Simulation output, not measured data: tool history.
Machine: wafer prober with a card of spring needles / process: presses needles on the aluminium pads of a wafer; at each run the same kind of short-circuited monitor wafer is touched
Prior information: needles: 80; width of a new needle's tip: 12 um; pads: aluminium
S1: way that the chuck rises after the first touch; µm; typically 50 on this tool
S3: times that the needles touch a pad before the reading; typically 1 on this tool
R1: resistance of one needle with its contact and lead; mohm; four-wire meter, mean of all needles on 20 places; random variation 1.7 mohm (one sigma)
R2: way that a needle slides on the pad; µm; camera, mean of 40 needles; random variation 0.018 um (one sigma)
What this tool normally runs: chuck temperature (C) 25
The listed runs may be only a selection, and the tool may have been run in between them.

run 1 day=0.000 | S1=50 chuck_temperature_(C)=25 S3=1 | R1=235 R2=9.50
-- day=0.317 tips cleaned on abrasive film
-- day=0.733 tips cleaned on abrasive film
run 2 day=0.892 | S1=50 chuck_temperature_(C)=25 S3=1 | R1=236 R2=9.49
-- day=1.154 tips cleaned on abrasive film
-- day=1.558 tips cleaned on abrasive film
-- day=2.004 tips cleaned on abrasive film
run 3 day=2.067 | S1=50 chuck_temperature_(C)=25 S3=1 | R1=231 R2=9.43
-- day=2.400 tips cleaned on abrasive film
-- day=2.821 tips cleaned on abrasive film
run 4 day=2.950 | S1=50 chuck_temperature_(C)=25 S3=1 | R1=234 R2=9.44
-- day=3.254 tips cleaned on abrasive film
-- day=3.708 tips cleaned on abrasive film
-- day=4.154 tips cleaned on abrasive film
run 5 day=4.221 | S1=50 chuck_temperature_(C)=25 S3=1 | R1=233 R2=9.38
-- day=4.621 tips cleaned on abrasive film
run 6 day=4.942 | S1=50 chuck_temperature_(C)=25 S3=1 | R1=245 R2=9.35
-- day=5.033 tips cleaned on abrasive film
-- day=5.462 tips cleaned on abrasive film
-- day=5.925 tips cleaned on abrasive film
run 7 day=6.192 | S1=48 chuck_temperature_(C)=25 S3=1 | R1=243 R2=8.96
-- day=6.388 tips cleaned on abrasive film
-- day=6.804 tips cleaned on abrasive film
run 8 day=6.888 | S1=48 chuck_temperature_(C)=25 S3=1 | R1=236 R2=8.86
-- day=6.967 height of the first contact set anew
-- day=7.229 tips cleaned on abrasive film
-- day=7.629 tips cleaned on abrasive film
run 9 day=7.875 | S1=48 chuck_temperature_(C)=25 S3=1 | R1=241 R2=9.18
-- day=8.029 tips cleaned on abrasive film
-- day=8.471 tips cleaned on abrasive film
run 10 day=8.500 | S1=57 chuck_temperature_(C)=25 S3=1 | R1=224 R2=10.83
-- day=8.875 tips cleaned on abrasive film
-- day=9.333 tips cleaned on abrasive film
run 11 day=9.371 | S1=57 chuck_temperature_(C)=57 S3=1 | R1=236 R2=10.80
-- day=9.804 tips cleaned on abrasive film
-- day=10.196 tips cleaned on abrasive film
run 12 day=10.496 | S1=50 chuck_temperature_(C)=25 S3=1 | R1=244 R2=9.44
-- day=10.667 tips cleaned on abrasive film
-- day=11.067 tips cleaned on abrasive film
-- day=11.479 tips cleaned on abrasive film
run 13 day=11.696 | S1=61 chuck_temperature_(C)=25 S3=1 | R1=234 R2=11.47
-- day=11.946 tips cleaned on abrasive film
-- day=12.375 tips cleaned on abrasive film
-- day=12.792 tips cleaned on abrasive film
run 14 day=12.892 | S1=50 chuck_temperature_(C)=25 S3=1 | R1=235 R2=9.35
-- day=13.258 tips cleaned on abrasive film
-- day=13.712 tips cleaned on abrasive film
run 15 day=13.738 | S1=50 chuck_temperature_(C)=25 S3=1 | R1=230 R2=9.30
-- day=14.167 tips cleaned on abrasive film
run 16 day=14.412 | S1=55 chuck_temperature_(C)=114 S3=2 | R1=254 R2=10.25
-- day=14.583 tips cleaned on abrasive film
-- day=14.679 height of the first contact set anew
run 17 day=14.950 | S1=46 chuck_temperature_(C)=32 S3=2 | R1=245 R2=8.80
-- day=15.025 tips cleaned on abrasive film
-- day=15.446 tips cleaned on abrasive film
run 18 day=15.658 | S1=46 chuck_temperature_(C)=32 S3=2 | R1=236 R2=8.79
-- day=15.854 tips cleaned on abrasive film
-- day=16.279 tips cleaned on abrasive film
run 19 day=16.325 | S1=46 chuck_temperature_(C)=32 S3=2 | R1=230 R2=8.71
-- day=16.738 tips cleaned on abrasive film
run 20 day=16.946 | S1=40 chuck_temperature_(C)=68 S3=1 | R1=256 R2=7.56
-- day=17.129 tips cleaned on abrasive film
-- day=17.546 tips cleaned on abrasive film
run 21 day=17.588 | S1=40 chuck_temperature_(C)=67 S3=3 | R1=242 R2=7.56
-- day=17.988 tips cleaned on abrasive film
-- day=18.421 tips cleaned on abrasive film
run 22 day=18.600 | S1=53 chuck_temperature_(C)=84 S3=1 | R1=250 R2=10.00
-- day=18.833 tips cleaned on abrasive film
-- day=19.308 tips cleaned on abrasive film
-- day=19.704 tips cleaned on abrasive film
run 23 day=19.858 | S1=58 chuck_temperature_(C)=69 S3=3 | R1=238 R2=10.88
-- day=20.129 tips cleaned on abrasive film
-- day=20.592 tips cleaned on abrasive film
run 24 day=20.825 | S1=32 chuck_temperature_(C)=25 S3=1 | R1=270 R2=5.90
-- day=20.996 tips cleaned on abrasive film
-- day=21.421 tips cleaned on abrasive film
run 25 day=21.650 | S1=32 chuck_temperature_(C)=25 S3=1 | R1=265 R2=5.88
-- day=21.833 tips cleaned on abrasive film
-- day=22.221 tips cleaned on abrasive film
-- day=22.388 height of the first contact set anew
run 26 day=22.525 | S1=32 chuck_temperature_(C)=25 S3=1 | R1=268 R2=6.10
-- day=22.625 tips cleaned on abrasive film
-- day=23.012 tips cleaned on abrasive film
run 27 day=23.221 | S1=32 chuck_temperature_(C)=25 S3=1 | R1=259 R2=6.11
-- day=23.412 tips cleaned on abrasive film
-- day=23.817 tips cleaned on abrasive film
-- day=24.258 tips cleaned on abrasive film
run 28 day=24.425 | S1=32 chuck_temperature_(C)=107 S3=1 | R1=279 R2=6.02
-- day=24.671 tips cleaned on abrasive film
-- day=25.062 tips cleaned on abrasive film
run 29 day=25.138 | S1=46 chuck_temperature_(C)=89 S3=2 | R1=243 R2=8.70

Each row is a separate what-if for the run after 29, all from the same tool condition, not one after another. Results?
-- day=25.508 tips cleaned on abrasive film
-- day=25.938 tips cleaned on abrasive film
run A day=26.183 | S1=50 chuck_temperature_(C)=25 S3=2 | R1=? R2=?
-- day=25.508 tips cleaned on abrasive film
-- day=25.938 tips cleaned on abrasive film
run B day=26.183 | S1=50 chuck_temperature_(C)=47 S3=1 | R1=? R2=?
-- day=25.508 tips cleaned on abrasive film
-- day=25.938 tips cleaned on abrasive film
run C day=26.183 | S1=43 chuck_temperature_(C)=89 S3=2 | R1=? R2=?
-- day=25.508 tips cleaned on abrasive film
-- day=25.938 tips cleaned on abrasive film
run D day=26.183 | S1=39 chuck_temperature_(C)=25 S3=2 | R1=? R2=?

run=A R1=236 R2=9.42
run=B R1=246 R2=9.41
run=C R1=255 R2=8.06
run=D R1=245 R2=7.28
Without the tool's hidden state the same runs would have given:
run=A R1=224 R2=9.57
run=B R1=227 R2=9.56
run=C R1=240 R2=8.22
run=D R1=226 R2=7.43

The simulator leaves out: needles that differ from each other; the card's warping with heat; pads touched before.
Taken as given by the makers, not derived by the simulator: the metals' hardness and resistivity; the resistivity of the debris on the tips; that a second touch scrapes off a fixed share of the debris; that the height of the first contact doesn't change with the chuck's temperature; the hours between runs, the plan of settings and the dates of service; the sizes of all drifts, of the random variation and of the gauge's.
